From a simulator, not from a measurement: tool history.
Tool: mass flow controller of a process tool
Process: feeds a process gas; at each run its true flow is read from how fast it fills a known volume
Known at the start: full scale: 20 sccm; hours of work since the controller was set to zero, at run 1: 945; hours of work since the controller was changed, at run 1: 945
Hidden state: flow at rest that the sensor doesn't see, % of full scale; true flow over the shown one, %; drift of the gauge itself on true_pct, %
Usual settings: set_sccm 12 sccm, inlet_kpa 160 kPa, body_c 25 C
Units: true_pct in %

| run | day | set_sccm | inlet_kpa | body_c | hours of work since the controller was set to zero | hours of work since the controller was changed | true_pct |
|---|---|---|---|---|---|---|---|
| 1 | 0 | 12 | 160 | 25 | 945 | 945 | 100.18 |
| 2 | 2.583 | 12 | 176 | 25 | 990 | 990 | 100.52 |
| 3 | 5.067 | 12 | 176 | 25 | 1033 | 1033 | 100.43 |
| 4 | 8.017 | 12 | 176 | 25 | 1084 | 1084 | 100.49 |
| 5 | 11.238 | 12 | 176 | 25 | 1139 | 1139 | 100.5 |
| 6 | 13.983 | 12 | 176 | 25 | 1187 | 1187 | 100.5 |
| 7 | 16.917 | 12 | 176 | 32 | 1238 | 1238 | 100.04 |
|  | 17.138 | controller's zero set anew |
| 8 | 18.554 | 12 | 248 | 25 | 25 | 1266 | 101.32 |
| 9 | 20.829 | 12 | 248 | 25 | 64 | 1305 | 101.36 |
| 10 | 22.783 | 12 | 160 | 25 | 98 | 1339 | 100.67 |
| 11 | 25.162 | 12 | 160 | 25 | 139 | 1380 | 100.64 |
| 12 | 27.462 | 12 | 160 | 25 | 179 | 1420 | 100.84 |
| 13 | 29.608 | 12 | 160 | 22 | 216 | 1457 | 101.23 |
|  | 30.688 | controller's zero set anew, once more |
| 14 | 31.792 | 12 | 160 | 22 | 19 | 1495 | 100.59 |
| 15 | 33.183 | 12 | 160 | 22 | 43 | 1519 | 100.69 |
| 16 | 36.071 | 12 | 160 | 22 | 93 | 1569 | 100.65 |
| 17 | 38.204 | 3 | 149 | 33 | 130 | 1606 | 99.3 |
| 18 | 40.071 | 3 | 149 | 33 | 162 | 1638 | 99.29 |
| 19 | 42.6 | 3 | 149 | 33 | 206 | 1682 | 99.39 |
| 20 | 44.558 | 2 | 273 | 26 | 240 | 1716 | 101.26 |
| 21 | 46.475 | 2 | 166 | 37 | 273 | 1749 | 99.32 |
| 22 | 47.904 | 12 | 226 | 22 | 298 | 1774 | 101.47 |
| 23 | 50.083 | 2 | 149 | 32 | 336 | 1812 | 99.91 |
| 24 | 51.746 | 6 | 156 | 22 | 365 | 1840 | 100.74 |
| 25 | 54.192 | 12 | 251 | 25 | 407 | 1883 | 101.24 |

Forecast each of these 4 alternatives for the next run:
| A | 56.679 | 3 | 251 | 24 | 450 | 1926 | ? |
| B | 56.679 | 8 | 160 | 25 | 450 | 1926 | ? |
| C | 56.679 | 12 | 251 | 20 | 450 | 1926 | ? |
| D | 56.679 | 13 | 160 | 32 | 450 | 1926 | ? |

| run | true_pct |
|---|---|
| A | 101.37 |
| B | 100.65 |
| C | 101.82 |
| D | 100.16 |
Without the tool's hidden state the same runs would have given:
| run | true_pct |
|---|---|
| A | 99.77 |
| B | 99.28 |
| C | 100.49 |
| D | 98.84 |
